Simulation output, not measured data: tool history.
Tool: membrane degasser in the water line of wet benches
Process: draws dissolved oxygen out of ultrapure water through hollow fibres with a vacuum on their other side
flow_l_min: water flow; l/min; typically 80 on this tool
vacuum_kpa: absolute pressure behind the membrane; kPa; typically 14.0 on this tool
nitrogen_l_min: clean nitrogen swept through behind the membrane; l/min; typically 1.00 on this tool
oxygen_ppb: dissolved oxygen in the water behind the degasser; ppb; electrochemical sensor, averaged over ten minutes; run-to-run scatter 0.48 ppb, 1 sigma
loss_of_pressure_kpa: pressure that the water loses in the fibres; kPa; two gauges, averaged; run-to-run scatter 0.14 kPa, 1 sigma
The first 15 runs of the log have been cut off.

run 16 hour=924.1 | flow_l_min=67 vacuum_kpa=14.0 nitrogen_l_min=1.00 | oxygen_ppb=1159.5 loss_of_pressure_kpa=37.12
run 17 hour=973.9 | flow_l_min=67 vacuum_kpa=14.0 nitrogen_l_min=1.00 | oxygen_ppb=1160.1 loss_of_pressure_kpa=37.01
run 18 hour=1008.8 | flow_l_min=67 vacuum_kpa=14.0 nitrogen_l_min=1.00 | oxygen_ppb=1160.7 loss_of_pressure_kpa=36.77
run 19 hour=1081.0 | flow_l_min=68 vacuum_kpa=34.1 nitrogen_l_min=2.03 | oxygen_ppb=1774.6 loss_of_pressure_kpa=37.37
run 20 hour=1159.1 | flow_l_min=59 vacuum_kpa=9.1 nitrogen_l_min=2.03 | oxygen_ppb=357.0 loss_of_pressure_kpa=32.73
-- hour=1215.4 vacuum gauge calibrated
run 21 hour=1235.9 | flow_l_min=59 vacuum_kpa=9.1 nitrogen_l_min=0.63 | oxygen_ppb=827.5 loss_of_pressure_kpa=32.36
run 22 hour=1300.0 | flow_l_min=58 vacuum_kpa=12.9 nitrogen_l_min=2.77 | oxygen_ppb=437.7 loss_of_pressure_kpa=32.16
-- hour=1361.1 gauge calibrated
run 23 hour=1369.5 | flow_l_min=58 vacuum_kpa=12.9 nitrogen_l_min=2.77 | oxygen_ppb=431.4 loss_of_pressure_kpa=32.13
run 24 hour=1448.9 | flow_l_min=50 vacuum_kpa=9.8 nitrogen_l_min=2.20 | oxygen_ppb=319.7 loss_of_pressure_kpa=27.65
run 25 hour=1490.4 | flow_l_min=48 vacuum_kpa=18.8 nitrogen_l_min=1.49 | oxygen_ppb=949.1 loss_of_pressure_kpa=26.42

Run 26, settings as shown, results not yet in. Your forecast:
run 26 hour=1546.1 | flow_l_min=55 vacuum_kpa=14.0 nitrogen_l_min=1.00 | oxygen_ppb=? loss_of_pressure_kpa=?

{"run 26": {"oxygen_ppb": 1006.7, "loss_of_pressure_kpa": 30.41}}
Take away the tool's hidden state, keep the run-to-run variation as it was, and the same run would have given oxygen_ppb 1004.7 ppb, loss_of_pressure_kpa 30.41 kPa.
